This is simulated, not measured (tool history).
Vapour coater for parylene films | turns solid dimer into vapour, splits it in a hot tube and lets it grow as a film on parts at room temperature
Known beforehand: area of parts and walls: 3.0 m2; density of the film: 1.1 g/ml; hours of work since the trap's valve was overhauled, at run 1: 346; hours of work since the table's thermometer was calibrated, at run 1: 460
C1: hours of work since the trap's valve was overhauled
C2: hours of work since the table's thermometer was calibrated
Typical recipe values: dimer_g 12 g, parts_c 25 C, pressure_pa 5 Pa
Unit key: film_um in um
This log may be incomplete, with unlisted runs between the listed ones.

run 1 hour=0 | dimer_g=12 parts_c=25 pressure_pa=5 | C1=346 C2=460 | film_um=2.47
run 2 hour=19.8 | dimer_g=12 parts_c=25 pressure_pa=5 | C1=357 C2=471 | film_um=2.46
run 3 hour=48.4 | dimer_g=12 parts_c=25 pressure_pa=5 | C1=373 C2=488 | film_um=2.46
run 4 hour=65.4 | dimer_g=12 parts_c=25 pressure_pa=5 | C1=383 C2=498 | film_um=2.44
run 5 hour=102.9 | dimer_g=12 parts_c=25 pressure_pa=5 | C1=405 C2=519 | film_um=2.45
run 6 hour=140.6 | dimer_g=12 parts_c=22 pressure_pa=5 | C1=427 C2=541 | film_um=2.76
run 7 hour=164.5 | dimer_g=12 parts_c=22 pressure_pa=5 | C1=440 C2=555 | film_um=2.72
run 8 hour=180.6 | dimer_g=12 parts_c=22 pressure_pa=2.56 | C1=450 C2=564 | film_um=2.92
run 9 hour=212.5 | dimer_g=12 parts_c=22 pressure_pa=2.56 | C1=468 C2=582 | film_um=2.9
run 10 hour=237.6 | dimer_g=12 parts_c=25 pressure_pa=5 | C1=482 C2=597 | film_um=2.47
run 11 hour=265.5 | dimer_g=12 parts_c=25 pressure_pa=5 | C1=499 C2=613 | film_um=2.43
run 12 hour=284.4 | dimer_g=12 parts_c=25 pressure_pa=5 | C1=509 C2=624 | film_um=2.39
run 13 hour=316.4 | dimer_g=12 parts_c=25 pressure_pa=5 | C1=528 C2=642 | film_um=2.43
run 14 hour=340.6 | dimer_g=12 parts_c=25 pressure_pa=5 | C1=542 C2=656 | film_um=2.4
run 15 hour=375.5 | dimer_g=12 parts_c=25 pressure_pa=5 | C1=562 C2=676 | film_um=2.49
run 16 hour=408.4 | dimer_g=7 parts_c=25 pressure_pa=5 | C1=581 C2=695 | film_um=1.45
run 17 hour=430.3 | dimer_g=6 parts_c=23 pressure_pa=2.61 | C1=594 C2=708 | film_um=1.44
run 18 hour=458 | dimer_g=11 parts_c=18 pressure_pa=9.55 | C1=610 C2=724 | film_um=2.7
run 19 hour=477.5 | dimer_g=8 parts_c=33 pressure_pa=6.5 | C1=621 C2=735 | film_um=1.19
-- hour=489.1 trap's valve overhauled
run 20 hour=498.4 | dimer_g=19 parts_c=23 pressure_pa=6.5 | C1=5 C2=745 | film_um=4.08
run 21 hour=517.3 | dimer_g=19 parts_c=23 pressure_pa=6.5 | C1=16 C2=756 | film_um=4.15
run 22 hour=537.1 | dimer_g=20 parts_c=25 pressure_pa=5 | C1=28 C2=767 | film_um=4.08
run 23 hour=571.7 | dimer_g=8 parts_c=30 pressure_pa=3.88 | C1=48 C2=787 | film_um=1.4
run 24 hour=604.1 | dimer_g=7 parts_c=21 pressure_pa=3.88 | C1=66 C2=806 | film_um=1.7
run 25 hour=630.5 | dimer_g=21 parts_c=27 pressure_pa=5 | C1=82 C2=821 | film_um=3.99
run 26 hour=654 | dimer_g=21 parts_c=27 pressure_pa=5 | C1=95 C2=835 | film_um=3.99
run 27 hour=687.5 | dimer_g=22 parts_c=33 pressure_pa=4.12 | C1=114 C2=854 | film_um=3.39
run 28 hour=723.7 | dimer_g=6 parts_c=32 pressure_pa=3.61 | C1=135 C2=875 | film_um=1
run 29 hour=748.5 | dimer_g=12 parts_c=27 pressure_pa=5.27 | C1=150 C2=889 | film_um=2.24
run 30 hour=774.3 | dimer_g=9 parts_c=18 pressure_pa=4.96 | C1=164 C2=904 | film_um=2.32
run 31 hour=800.3 | dimer_g=5 parts_c=22 pressure_pa=6.03 | C1=179 C2=919 | film_um=1.12
run 32 hour=832.1 | dimer_g=6 parts_c=22 pressure_pa=5.36 | C1=198 C2=937 | film_um=1.37

Below are 4 alternative next runs, each starting from the tool's condition after run 32. Predict each:
run A hour=855.5 | dimer_g=13 parts_c=33 pressure_pa=2.61 | C1=211 C2=951 | film_um=?
run B hour=855.5 | dimer_g=6 parts_c=23 pressure_pa=2.91 | C1=211 C2=951 | film_um=?
run C hour=855.5 | dimer_g=5 parts_c=27 pressure_pa=5.19 | C1=211 C2=951 | film_um=?
run D hour=855.5 | dimer_g=12 parts_c=25 pressure_pa=3.53 | C1=211 C2=951 | film_um=?

run=A film_um=2.14
run=B film_um=1.41
run=C film_um=0.92
run=D film_um=2.53
Had the tool no hidden state, the same runs would have come out as:
run=A film_um=2.15
run=B film_um=1.41
run=C film_um=0.92
run=D film_um=2.54
